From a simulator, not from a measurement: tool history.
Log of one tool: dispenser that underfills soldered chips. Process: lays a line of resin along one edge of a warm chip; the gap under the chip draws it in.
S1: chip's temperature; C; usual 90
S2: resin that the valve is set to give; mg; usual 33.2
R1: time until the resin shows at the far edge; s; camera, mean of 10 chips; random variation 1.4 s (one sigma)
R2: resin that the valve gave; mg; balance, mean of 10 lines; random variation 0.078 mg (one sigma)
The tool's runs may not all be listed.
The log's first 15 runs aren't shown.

run 16 hour=76.9 | S1=103 S2=33.2 | R1=117.3 R2=32.51
run 17 hour=80.3 | S1=78 S2=32.6 | R1=304.6 R2=31.82
-- hour=81.2 new syringe of resin
run 18 hour=83.9 | S1=82 S2=33.2 | R1=206.7 R2=32.43
-- hour=89.4 new syringe of resin
run 19 hour=91.6 | S1=91 S2=39.9 | R1=144.8 R2=39.05
-- hour=97.5 new syringe of resin
run 20 hour=98.6 | S1=91 S2=39.9 | R1=143.5 R2=38.91
-- hour=105.5 new syringe of resin
run 21 hour=105.8 | S1=90 S2=29.3 | R1=145.7 R2=28.28
run 22 hour=110.2 | S1=93 S2=28.6 | R1=170.9 R2=27.63
-- hour=113.9 new syringe of resin
run 23 hour=116.4 | S1=93 S2=28.6 | R1=151.4 R2=27.61
-- hour=122 new syringe of resin
run 24 hour=122.3 | S1=78 S2=41.5 | R1=203.8 R2=40.18
run 25 hour=128.9 | S1=89 S2=32.8 | R1=203 R2=31.5
-- hour=130.1 new syringe of resin
run 26 hour=132.5 | S1=99 S2=35.8 | R1=116 R2=34.32
-- hour=138.1 new syringe of resin
run 27 hour=140.1 | S1=86 S2=40.4 | R1=172.3 R2=38.63
-- hour=146 new syringe of resin
run 28 hour=147.6 | S1=86 S2=40.4 | R1=169.7 R2=38.58
-- hour=154.3 new syringe of resin
run 29 hour=154.5 | S1=100 S2=29 | R1=110.2 R2=27.47

The next listed run, before its measurement:
run 30 hour=159.7 | S1=91 S2=29.1 | R1=? R2=?

Run 30 gave R1 187 s, R2 27.66 mg.
Without the tool's hidden state the same run would have given R1 133.5 s, R2 29.14 mg.

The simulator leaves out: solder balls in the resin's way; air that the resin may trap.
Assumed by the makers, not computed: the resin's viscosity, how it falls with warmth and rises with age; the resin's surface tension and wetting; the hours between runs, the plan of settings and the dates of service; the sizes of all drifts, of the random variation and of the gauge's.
